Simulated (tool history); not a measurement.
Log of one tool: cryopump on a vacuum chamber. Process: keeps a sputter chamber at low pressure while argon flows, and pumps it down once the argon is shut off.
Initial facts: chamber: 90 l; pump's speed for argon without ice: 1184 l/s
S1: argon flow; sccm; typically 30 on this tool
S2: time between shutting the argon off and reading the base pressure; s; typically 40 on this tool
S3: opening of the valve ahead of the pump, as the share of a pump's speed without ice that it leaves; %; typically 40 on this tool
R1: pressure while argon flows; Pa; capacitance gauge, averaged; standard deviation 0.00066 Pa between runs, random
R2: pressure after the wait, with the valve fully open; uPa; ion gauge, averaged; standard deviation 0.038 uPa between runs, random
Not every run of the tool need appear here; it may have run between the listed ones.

run    hour  S1   S2  S3      R1    R2
  1       0  30   40  40  0.1163  3.34
  2     129  30   40  40  0.1158  3.38
  3   232.2  30   40  40  0.1178  3.44
  4   353.1  30   40  40  0.1193  3.68
  5   424.6  30   40  40  0.1189  3.74
  6   480.9  30   40  40  0.1197   3.8
  7   571.9  30   59  40  0.1192  3.32
  8     691  34   40  40  0.1387  3.91
  9   755.1  34   40  40  0.1373  4.13
 10   871.4  34   40  40  0.1409   4.3
 11   939.2  30   40  47  0.1073  4.26
     1013.3  -- pump warmed up, emptied and cooled again
 12  1028.2  19   40  47  0.0588  3.82
 13  1111.7  19   40  47  0.0585  3.76
 14  1191.9  19   40  47  0.0591   3.8
 15  1281.6  19   40  47  0.0597  3.98
 16  1348.2  30   40  37  0.1179  3.93
 17  1444.8  30   40  37  0.1182  4.09
 18  1522.1  30   46  49  0.0905   3.9
 19  1626.3  14  171  31  0.0662  2.85
 20  1736.6  29   40  19  0.2228  4.32
 21  1833.6  29   40  19  0.2211  4.41
 22  1928.9  31  166  26  0.1763  3.05
 23  1996.1  13  166  47  0.0433  3.23
 24  2087.9  16   28  36  0.0676  5.36
 25  2156.1  41   98  16  0.3764  3.49
 26  2267.6  30   21  40  0.1151   6.6
 27  2328.8  30   21  24  0.1869  6.74
 28  2409.9  30   21  24  0.1869  6.57
 29  2482.5  38   21  42  0.1415  6.74
 30  2596.4  17   21  42  0.0631  6.89
 31  2721.3  30  129  40  0.1177   4.1
 32  2837.3  32   48  17  0.2808  5.23
 33  2907.1  16   48  23  0.1059  5.32
 34  3025.2  16   48  23  0.1069  5.57

Pick out some run-to-run changes in R1. Of each, how much would a tool without hidden state show as well, from the settings, what came in and chance, and how much is left for the hidden state and any gauge scatter not in both results compared?
The tool's hidden condition here consists of: pump's speed, % of a pump's without ice; cold plate's temperature, K; leak into the chamber, uPa l/s; drift of the gauge itself on working_pa, %; drift of the gauge itself on base_upa, %.
Run 11 -> 12: S1 30 -> 19, pump warmed up, emptied and cooled again. R1 -0.0485 Pa: hidden state -0.0156, all else -0.0329.
Run 24 -> 25: S1 16 -> 41, S2 28 -> 98, S3 36 -> 16. R1 +0.3088 Pa: hidden state +0.0062, all else +0.3026.
Run 25 -> 26: S1 41 -> 30, S2 98 -> 21, S3 16 -> 40. R1 -0.2613 Pa: hidden state -0.002, all else -0.2593.
Run 29 -> 30: S1 38 -> 17. R1 -0.0784 Pa: hidden state -0.0062, all else -0.0722.
Run 32 -> 33: S1 32 -> 16, S3 17 -> 23. R1 -0.1749 Pa: hidden state -0.0061, all else -0.1688.

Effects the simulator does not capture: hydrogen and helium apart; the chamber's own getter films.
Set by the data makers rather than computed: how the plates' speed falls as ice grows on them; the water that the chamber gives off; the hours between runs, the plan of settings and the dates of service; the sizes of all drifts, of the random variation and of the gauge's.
